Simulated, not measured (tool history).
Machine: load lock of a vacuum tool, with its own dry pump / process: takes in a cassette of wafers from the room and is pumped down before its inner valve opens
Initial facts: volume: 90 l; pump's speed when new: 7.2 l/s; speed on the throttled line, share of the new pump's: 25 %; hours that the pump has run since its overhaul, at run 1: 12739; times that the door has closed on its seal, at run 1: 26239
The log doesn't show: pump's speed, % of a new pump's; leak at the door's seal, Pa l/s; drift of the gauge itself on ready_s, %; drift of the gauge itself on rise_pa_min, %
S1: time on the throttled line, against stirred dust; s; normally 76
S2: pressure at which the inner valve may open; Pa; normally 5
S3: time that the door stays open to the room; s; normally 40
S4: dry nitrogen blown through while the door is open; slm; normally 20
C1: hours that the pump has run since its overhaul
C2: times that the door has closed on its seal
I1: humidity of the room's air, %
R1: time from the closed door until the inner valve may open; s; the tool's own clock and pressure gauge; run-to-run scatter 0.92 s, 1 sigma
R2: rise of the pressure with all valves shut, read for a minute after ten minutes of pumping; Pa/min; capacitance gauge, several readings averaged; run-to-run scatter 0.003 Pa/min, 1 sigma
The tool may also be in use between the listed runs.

run 1 hour=0.0 | S1=76 S2=5 S3=40 S4=20 | C1=12739 C2=26239 | I1=42.0 | R1=196.1 R2=0.244
run 2 hour=173.3 | S1=76 S2=5 S3=40 S4=20 | C1=12912 C2=26850 | I1=46.3 | R1=194.4 R2=0.251
run 3 hour=540.6 | S1=76 S2=5 S3=40 S4=20 | C1=13280 C2=28147 | I1=44.1 | R1=195.0 R2=0.265
run 4 hour=788.7 | S1=76 S2=7 S3=40 S4=20 | C1=13528 C2=29023 | I1=40.8 | R1=190.8 R2=0.275
run 5 hour=984.8 | S1=76 S2=5 S3=57 S4=20 | C1=13724 C2=29715 | I1=49.8 | R1=196.6 R2=0.290
run 6 hour=1249.7 | S1=76 S2=5 S3=40 S4=13 | C1=13989 C2=30650 | I1=42.7 | R1=197.3 R2=0.309
run 7 hour=1414.9 | S1=76 S2=5 S3=40 S4=13 | C1=14154 C2=31233 | I1=44.5 | R1=197.0 R2=0.323
run 8 hour=1571.4 | S1=76 S2=5 S3=40 S4=20 | C1=14310 C2=31786 | I1=44.0 | R1=196.8 R2=0.319
run 9 hour=1933.3 | S1=76 S2=5 S3=40 S4=20 | C1=14672 C2=33063 | I1=43.3 | R1=196.4 R2=0.334
run 10 hour=2262.5 | S1=76 S2=4 S3=40 S4=20 | C1=15002 C2=34225 | I1=44.8 | R1=203.3 R2=0.366
run 11 hour=2490.8 | S1=76 S2=4 S3=40 S4=20 | C1=15230 C2=35031 | I1=45.8 | R1=202.2 R2=0.381
run 12 hour=2821.7 | S1=76 S2=4 S3=40 S4=20 | C1=15561 C2=36199 | I1=45.4 | R1=201.2 R2=0.392
run 13 hour=3014.7 | S1=76 S2=4 S3=40 S4=20 | C1=15754 C2=36880 | I1=47.4 | R1=202.4 R2=0.399
run 14 hour=3385.1 | S1=71 S2=5 S3=40 S4=20 | C1=16124 C2=38188 | I1=44.3 | R1=195.4 R2=0.421
run 15 hour=3717.1 | S1=68 S2=5 S3=40 S4=37 | C1=16456 C2=39360 | I1=46.5 | R1=195.7 R2=0.438
run 16 hour=3950.5 | S1=68 S2=6 S3=214 S4=37 | C1=16689 C2=40183 | I1=38.8 | R1=191.5 R2=0.448
run 17 hour=4210.0 | S1=68 S2=8 S3=214 S4=30 | C1=16949 C2=41099 | I1=47.9 | R1=187.3 R2=0.482
run 18 hour=4505.1 | S1=68 S2=5 S3=75 S4=30 | C1=17244 C2=42141 | I1=43.8 | R1=195.9 R2=0.485
run 19 hour=4704.7 | S1=76 S2=5 S3=40 S4=35 | C1=17444 C2=42846 | I1=47.5 | R1=200.8 R2=0.500
run 20 hour=4864.6 | S1=76 S2=5 S3=134 S4=5 | C1=17604 C2=43410 | I1=45.1 | R1=200.6 R2=0.535
run 21 hour=5226.5 | S1=76 S2=7 S3=55 S4=28 | C1=17966 C2=44688 | I1=46.7 | R1=195.7 R2=0.529
run 22 hour=5583.0 | S1=76 S2=7 S3=55 S4=28 | C1=18322 C2=45946 | I1=45.8 | R1=196.8 R2=0.549
run 23 hour=5746.6 | S1=105 S2=6 S3=92 S4=5 | C1=18486 C2=46524 | I1=46.1 | R1=218.3 R2=0.592
run 24 hour=6061.5 | S1=105 S2=6 S3=92 S4=5 | C1=18801 C2=47635 | I1=46.8 | R1=221.1 R2=0.627
-- hour=6336.0 door's seal changed, seat wiped
run 25 hour=6391.3 | S1=76 S2=6 S3=40 S4=20 | C1=19129 C2=195 | I1=48.4 | R1=200.6 R2=0.023
run 26 hour=6634.8 | S1=76 S2=6 S3=40 S4=20 | C1=19372 C2=1055 | I1=46.8 | R1=197.7 R2=0.025
run 27 hour=6970.0 | S1=76 S2=6 S3=40 S4=20 | C1=19708 C2=2238 | I1=45.5 | R1=198.9 R2=0.033

Each row is a separate what-if for the run after 27, all from the same tool condition, not one after another. Results?
run A hour=7200.2 | S1=76 S2=6 S3=119 S4=20 | C1=19938 C2=3050 | I1=43.9 | R1=? R2=?
run B hour=7200.2 | S1=76 S2=7 S3=40 S4=20 | C1=19938 C2=3050 | I1=44.2 | R1=? R2=?
run C hour=7200.2 | S1=84 S2=4 S3=200 S4=20 | C1=19938 C2=3050 | I1=44.7 | R1=? R2=?
run D hour=7200.2 | S1=76 S2=6 S3=101 S4=18 | C1=19938 C2=3050 | I1=42.5 | R1=? R2=?

run=A R1=200.3 R2=0.043
run=B R1=198.5 R2=0.035
run=C R1=214.4 R2=0.045
run=D R1=201.4 R2=0.041
Without the tool's hidden state the same runs would have given:
run=A R1=180.0 R2=0.029
run=B R1=178.6 R2=0.021
run=C R1=193.1 R2=0.032
run=D R1=181.0 R2=0.027
